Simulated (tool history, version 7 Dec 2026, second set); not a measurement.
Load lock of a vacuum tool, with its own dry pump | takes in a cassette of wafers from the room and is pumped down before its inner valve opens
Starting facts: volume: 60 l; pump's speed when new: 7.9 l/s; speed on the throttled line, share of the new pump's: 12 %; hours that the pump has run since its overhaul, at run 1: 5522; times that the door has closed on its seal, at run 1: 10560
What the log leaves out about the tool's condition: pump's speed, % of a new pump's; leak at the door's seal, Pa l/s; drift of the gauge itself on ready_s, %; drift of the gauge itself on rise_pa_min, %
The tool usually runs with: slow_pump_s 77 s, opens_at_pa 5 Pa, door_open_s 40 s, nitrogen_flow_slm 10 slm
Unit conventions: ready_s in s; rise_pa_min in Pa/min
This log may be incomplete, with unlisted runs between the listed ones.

| run | hour | slow_pump_s | opens_at_pa | door_open_s | nitrogen_flow_slm | hours that the pump has run since its overhaul | times that the door has closed on its seal | incoming humidity of the room's air, % | ready_s | rise_pa_min |
|---|---|---|---|---|---|---|---|---|---|---|
| 1 | 0 | 77 | 5 | 40 | 10 | 5522 | 10560 | 44.3 | 151.2 | 0.077 |
| 2 | 150.8 | 77 | 5 | 40 | 10 | 5673 | 11069 | 44.8 | 152.7 | 0.08 |
| 3 | 358.5 | 77 | 5 | 40 | 10 | 5881 | 11772 | 44.8 | 151.2 | 0.078 |
| 4 | 617.1 | 77 | 5 | 40 | 10 | 6139 | 12646 | 47.5 | 153.9 | 0.092 |
| 5 | 751.5 | 77 | 5 | 40 | 37 | 6274 | 13100 | 41.6 | 154.8 | 0.067 |
| 6 | 891.6 | 77 | 5 | 40 | 37 | 6414 | 13574 | 45.6 | 153.8 | 0.067 |
| 7 | 1064.2 | 77 | 5 | 40 | 12 | 6586 | 14157 | 41.9 | 152.5 | 0.084 |
| 8 | 1279.7 | 77 | 5 | 40 | 12 | 6802 | 14886 | 42.9 | 155.2 | 0.096 |
| 9 | 1429.8 | 77 | 5 | 40 | 12 | 6952 | 15393 | 41.4 | 155.3 | 0.087 |
| 10 | 1641.2 | 77 | 5 | 40 | 12 | 7163 | 16108 | 46.1 | 156.6 | 0.098 |
| 11 | 1781.3 | 77 | 5 | 40 | 12 | 7303 | 16582 | 40.7 | 156 | 0.1 |
| 12 | 1888.9 | 77 | 5 | 40 | 10 | 7411 | 16946 | 49.8 | 155.5 | 0.113 |
| 13 | 2136.8 | 77 | 7 | 40 | 10 | 7659 | 17784 | 46.5 | 155.1 | 0.116 |
| 14 | 2362.5 | 77 | 5 | 40 | 10 | 7885 | 18546 | 46.6 | 156.7 | 0.114 |
| 15 | 2520.8 | 77 | 5 | 40 | 10 | 8043 | 19082 | 47.1 | 157.6 | 0.117 |
| 16 | 2626.4 | 60 | 5 | 40 | 10 | 8148 | 19439 | 44.6 | 142.4 | 0.127 |
| 17 | 2844.6 | 60 | 5 | 40 | 10 | 8367 | 20176 | 44 | 142.9 | 0.124 |
| 18 | 2971.6 | 60 | 5 | 40 | 10 | 8494 | 20606 | 43.6 | 144.9 | 0.129 |
| 19 | 3209.3 | 60 | 7 | 41 | 11 | 8731 | 21409 | 45.2 | 142.1 | 0.133 |
| 20 | 3449.4 | 41 | 9 | 40 | 27 | 8971 | 22221 | 44.9 | 121.5 | 0.121 |
| 21 | 3581.1 | 41 | 8 | 40 | 27 | 9103 | 22666 | 44.3 | 123.9 | 0.12 |
| 22 | 3783.8 | 41 | 8 | 40 | 27 | 9306 | 23352 | 47 | 124.7 | 0.13 |
|  | 3915.2 | dry pump taken out, an overhauled one fitted |
| 23 | 3944.3 | 41 | 4 | 86 | 27 | 29 | 23874 | 44.8 | 113.3 | 0.145 |
| 24 | 4157 | 58 | 4 | 232 | 6 | 242 | 24593 | 47.8 | 129.9 | 0.254 |
| 25 | 4300.3 | 58 | 4 | 232 | 6 | 385 | 25077 | 43.3 | 129.3 | 0.245 |
| 26 | 4476.4 | 58 | 4 | 232 | 6 | 561 | 25673 | 44.9 | 128.1 | 0.249 |
| 27 | 4726.5 | 77 | 5 | 40 | 19 | 811 | 26518 | 41.1 | 143.3 | 0.144 |
| 28 | 4903.5 | 124 | 5 | 80 | 18 | 988 | 27117 | 43.6 | 186.5 | 0.179 |
| 29 | 5128.9 | 93 | 5 | 80 | 18 | 1214 | 27879 | 47.3 | 160.4 | 0.179 |
| 30 | 5333.3 | 93 | 7 | 72 | 17 | 1418 | 28570 | 47.1 | 155.5 | 0.184 |
| 31 | 5482.8 | 120 | 5 | 122 | 26 | 1568 | 29075 | 46.7 | 183.1 | 0.193 |
| 32 | 5633.1 | 145 | 5 | 63 | 10 | 1718 | 29583 | 44.7 | 207.2 | 0.202 |
| 33 | 5762.4 | 77 | 5 | 211 | 10 | 1847 | 30020 | 43.8 | 143.9 | 0.248 |
| 34 | 5911.6 | 77 | 5 | 211 | 10 | 1996 | 30525 | 45.2 | 145.3 | 0.261 |
| 35 | 6127.1 | 77 | 5 | 211 | 10 | 2212 | 31253 | 45.5 | 146.4 | 0.271 |
| 36 | 6341.5 | 77 | 5 | 40 | 5 | 2426 | 31978 | 42.3 | 145.5 | 0.215 |

Each row is a separate what-if for the run after 36, all from the same tool condition, not one after another. Results?
| A | 6511.5 | 77 | 7 | 40 | 10 | 2596 | 32553 | 47.9 | ? | ? |
| B | 6511.5 | 77 | 5 | 40 | 4 | 2596 | 32553 | 42.7 | ? | ? |
| C | 6511.5 | 60 | 9 | 96 | 10 | 2596 | 32553 | 46.8 | ? | ? |

| run | ready_s | rise_pa_min |
|---|---|---|
| A | 143.7 | 0.211 |
| B | 146.4 | 0.226 |
| C | 127.4 | 0.237 |
What these runs would have given with no unlogged condition in the tool:
| run | ready_s | rise_pa_min |
|---|---|---|
| A | 140.6 | 0.037 |
| B | 143.2 | 0.052 |
| C | 124.3 | 0.063 |

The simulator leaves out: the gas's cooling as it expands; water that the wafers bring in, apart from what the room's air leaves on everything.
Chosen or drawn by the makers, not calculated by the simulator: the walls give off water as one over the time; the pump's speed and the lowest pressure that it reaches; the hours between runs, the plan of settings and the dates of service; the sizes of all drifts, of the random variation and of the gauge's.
